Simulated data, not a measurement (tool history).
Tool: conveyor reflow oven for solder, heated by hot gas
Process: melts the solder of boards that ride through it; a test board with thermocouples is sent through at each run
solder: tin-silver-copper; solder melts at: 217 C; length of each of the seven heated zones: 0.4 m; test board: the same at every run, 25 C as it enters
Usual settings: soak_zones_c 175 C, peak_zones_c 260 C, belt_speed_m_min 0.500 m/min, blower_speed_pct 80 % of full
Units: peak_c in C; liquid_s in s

run 1 hour=0.0 | soak_zones_c=175 peak_zones_c=260 belt_speed_m_min=0.500 blower_speed_pct=80 | peak_c=251.3 liquid_s=74.6
run 2 hour=5.8 | soak_zones_c=175 peak_zones_c=260 belt_speed_m_min=0.465 blower_speed_pct=80 | peak_c=252.9 liquid_s=82.6
run 3 hour=18.1 | soak_zones_c=175 peak_zones_c=260 belt_speed_m_min=0.500 blower_speed_pct=80 | peak_c=251.3 liquid_s=75.0
run 4 hour=31.5 | soak_zones_c=175 peak_zones_c=260 belt_speed_m_min=0.500 blower_speed_pct=80 | peak_c=251.6 liquid_s=74.6
run 5 hour=44.9 | soak_zones_c=175 peak_zones_c=260 belt_speed_m_min=0.500 blower_speed_pct=80 | peak_c=251.6 liquid_s=74.5
run 6 hour=58.7 | soak_zones_c=175 peak_zones_c=260 belt_speed_m_min=0.500 blower_speed_pct=80 | peak_c=251.0 liquid_s=74.2
run 7 hour=68.8 | soak_zones_c=175 peak_zones_c=260 belt_speed_m_min=0.500 blower_speed_pct=80 | peak_c=251.4 liquid_s=74.7
run 8 hour=76.5 | soak_zones_c=175 peak_zones_c=260 belt_speed_m_min=0.500 blower_speed_pct=80 | peak_c=251.1 liquid_s=74.2
run 9 hour=83.8 | soak_zones_c=182 peak_zones_c=260 belt_speed_m_min=0.500 blower_speed_pct=80 | peak_c=251.9 liquid_s=77.7
run 10 hour=90.0 | soak_zones_c=182 peak_zones_c=260 belt_speed_m_min=0.500 blower_speed_pct=80 | peak_c=251.8 liquid_s=78.2
run 11 hour=100.7 | soak_zones_c=175 peak_zones_c=260 belt_speed_m_min=0.590 blower_speed_pct=80 | peak_c=247.3 liquid_s=57.7
run 12 hour=106.4 | soak_zones_c=175 peak_zones_c=260 belt_speed_m_min=0.430 blower_speed_pct=58 | peak_c=250.7 liquid_s=85.5
run 13 hour=119.5 | soak_zones_c=175 peak_zones_c=260 belt_speed_m_min=0.430 blower_speed_pct=58 | peak_c=250.5 liquid_s=85.5
run 14 hour=130.9 | soak_zones_c=169 peak_zones_c=253 belt_speed_m_min=0.430 blower_speed_pct=67 | peak_c=245.0 liquid_s=77.8
run 15 hour=140.1 | soak_zones_c=182 peak_zones_c=260 belt_speed_m_min=0.500 blower_speed_pct=80 | peak_c=251.9 liquid_s=78.3
run 16 hour=150.2 | soak_zones_c=175 peak_zones_c=260 belt_speed_m_min=0.576 blower_speed_pct=69 | peak_c=245.4 liquid_s=56.6
run 17 hour=157.3 | soak_zones_c=181 peak_zones_c=260 belt_speed_m_min=0.576 blower_speed_pct=75 | peak_c=247.5 liquid_s=62.1
run 18 hour=166.2 | soak_zones_c=181 peak_zones_c=260 belt_speed_m_min=0.576 blower_speed_pct=75 | peak_c=247.8 liquid_s=62.3
run 19 hour=172.8 | soak_zones_c=181 peak_zones_c=269 belt_speed_m_min=0.417 blower_speed_pct=84 | peak_c=263.7 liquid_s=103.8

Some steps in peak_c between neighbouring runs. How much of each would the tool show without its hidden state too (settings, what came in, random variation), and how much is left for the hidden state, with any gauge scatter that isn't in both results?
The hidden state here: heat that the gas passes to the board, % of a clean oven's; belt's true speed, % of the reading; true gas temperature in zones 6 and 7 over the reading, C; drift of the gauge itself on peak_c, C; drift of the gauge itself on liquid_s, %.
Run 11 -> 12: belt_speed_m_min 0.590 -> 0.430, blower_speed_pct 80 -> 58. peak_c +3.4 C: hidden state +0.9, all else +2.5.
Run 18 -> 19: peak_zones_c 260 -> 269, belt_speed_m_min 0.576 -> 0.417, blower_speed_pct 75 -> 84. peak_c +15.9 C: hidden state +0.8, all else +15.1.
